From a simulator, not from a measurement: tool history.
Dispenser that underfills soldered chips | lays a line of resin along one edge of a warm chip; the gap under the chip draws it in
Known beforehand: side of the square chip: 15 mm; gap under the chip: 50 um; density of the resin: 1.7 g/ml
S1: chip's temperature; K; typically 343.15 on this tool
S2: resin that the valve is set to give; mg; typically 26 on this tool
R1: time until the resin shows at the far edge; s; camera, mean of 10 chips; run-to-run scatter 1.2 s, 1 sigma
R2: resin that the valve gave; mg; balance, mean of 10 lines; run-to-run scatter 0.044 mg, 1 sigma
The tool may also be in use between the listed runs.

| run | day | S1 | S2 | R1 | R2 |
|---|---|---|---|---|---|
| 1 | 0 | 343.15 | 26 | 134.8 | 25.5 |
| 2 | 0.15 | 343.15 | 26 | 147.1 | 25.52 |
| 3 | 0.417 | 331.15 | 26 | 305.3 | 25.51 |
|  | 0.458 | new syringe of resin |
| 4 | 0.596 | 343.15 | 26 | 118.1 | 25.49 |
| 5 | 0.867 | 343.15 | 26 | 140.1 | 25.38 |
| 6 | 1.046 | 343.15 | 26 | 154.5 | 25.43 |
|  | 1.258 | new syringe of resin |
| 7 | 1.288 | 339.15 | 26 | 130.9 | 25.36 |
| 8 | 1.542 | 348.15 | 22.9 | 108.6 | 22.28 |
| 9 | 1.896 | 338.15 | 31.8 | 196 | 30.86 |
|  | 2.062 | new syringe of resin |
| 10 | 2.233 | 340.15 | 22.7 | 144.9 | 22.01 |

The next listed run, before its measurement:
| 11 | 2.429 | 340.15 | 22.7 | ? | ? |

{"run 11": {"R1": 160.4, "R2": 21.95}}
Without the tool's hidden state the same run would have given R1 141.3 s, R2 22.66 mg.
